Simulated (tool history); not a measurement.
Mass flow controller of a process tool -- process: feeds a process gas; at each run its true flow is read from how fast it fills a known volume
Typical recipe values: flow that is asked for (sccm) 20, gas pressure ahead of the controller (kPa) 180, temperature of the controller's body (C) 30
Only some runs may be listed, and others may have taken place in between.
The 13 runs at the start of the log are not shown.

run    hour  flow that is asked for (sccm)  gas pressure ahead of the controller (kPa)  temperature of the controller's body (C)  hours of work since the controller was set to zero  hours of work since the controller was changed  true flow (%)
 14  1809.1                             20                                         180                                        30                                                3966                                            3966          99.78
 15  1973.7                             20                                         180                                        30                                                4063                                            4063          99.79
 16  2062.8                             20                                         180                                        30                                                4116                                            4116          99.69
 17    2215                             20                                         180                                        30                                                4206                                            4206          99.74
 18  2307.8                             20                                         180                                        30                                                4260                                            4260           99.8
 19  2420.6                             20                                         180                                        30                                                4327                                            4327          99.87
 20  2587.9                             20                                         180                                        30                                                4426                                            4426          99.66
 21  2706.3                             20                                         180                                        30                                                4496                                            4496          99.67
 22  2801.3                             20                                         180                                        30                                                4552                                            4552          99.85
 23    2957                              7                                         147                                        33                                                4644                                            4644         103.06
 24  3035.8                             11                                         180                                        38                                                4690                                            4690         100.62
 25  3205.8                             11                                         153                                        30                                                4791                                            4791         101.31
 26  3316.2                             11                                         153                                        30                                                4856                                            4856         101.33
 27  3394.8                             11                                         153                                        30                                                4902                                            4902         101.47
 28  3503.9                             43                                         151                                        23                                                4967                                            4967          99.79
 29  3601.2                              8                                         180                                        29                                                5024                                            5024         102.81
 30  3691.6                              8                                         180                                        29                                                5078                                            5078         102.77
 31  3777.1                              8                                         180                                        29                                                5128                                            5128         102.68

Estimate the outcome of run 32 from the log above:
 32  3954                             22                                         218                                        38                                                5233                                            5233              ?

For run 32 the tool returned true flow (%) 98.97.
Were there no unlogged condition in the tool, this run, its random variation unchanged, would have produced true flow (%) 98.57.
